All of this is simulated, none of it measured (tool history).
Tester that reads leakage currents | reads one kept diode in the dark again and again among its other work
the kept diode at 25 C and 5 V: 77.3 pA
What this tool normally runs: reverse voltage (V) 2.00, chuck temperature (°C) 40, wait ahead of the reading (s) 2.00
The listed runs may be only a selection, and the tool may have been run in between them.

run,hour,reverse voltage (V),chuck temperature (°C),wait ahead of the reading (s),current that the tester gives (pA)
1,0.0,2.00,40,2.00,198.01
2,108.5,2.00,40,2.00,198.09
3,205.9,2.00,40,4.47,197.53
4,312.1,2.00,40,4.47,198.22
5,380.2,2.00,40,4.47,197.90
6,461.1,2.00,40,4.47,197.25
7,569.0,2.00,40,4.47,197.02
8,648.0,2.00,40,4.47,198.21
9,754.4,2.00,40,1.02,197.84
10,837.4,2.00,40,1.02,199.35
11,943.5,2.00,40,1.02,198.79
12,1055.9,2.00,40,2.00,198.65
13,1177.1,3.08,33,2.32,131.20
14,1236.4,8.76,34,0.85,230.77
15,1364.1,8.76,54,0.85,1232.14
16,1417.7,8.76,54,0.85,1231.03
17,1540.5,10.02,40,5.07,414.98
18,1609.9,10.02,40,5.07,410.91
19,1715.2,10.02,20,5.07,65.83
20,1842.8,2.00,38,0.32,166.57
21,1970.4,2.00,38,0.32,167.17
22,2097.7,12.36,48,0.60,887.45
23,2223.6,12.36,48,0.60,890.75
24,2332.5,12.36,48,0.60,889.64

Removed from this log: 2 entries logged between the listed runs. Between which two listed runs does each belong, and how does the tool's hidden state at the listed run before it compare with that at the listed run after it?
In the gap between runs 2 and 3: probe card cleaned and baked (hour 137.2)
  stray current of the dirty probe card, pA a volt: 0.024 -> 0.02
  difference, measured minus the result without the unlogged condition, current that the tester gives (pA): -0.37 -> -0.40
In the gap between runs 6 and 7: chuck's temperature calibrated (hour 468.6)
  true chuck temperature over the reading, C: -0.02 -> 0
  difference, measured minus the result without the unlogged condition, current that the tester gives (pA): -0.43 -> -0.04
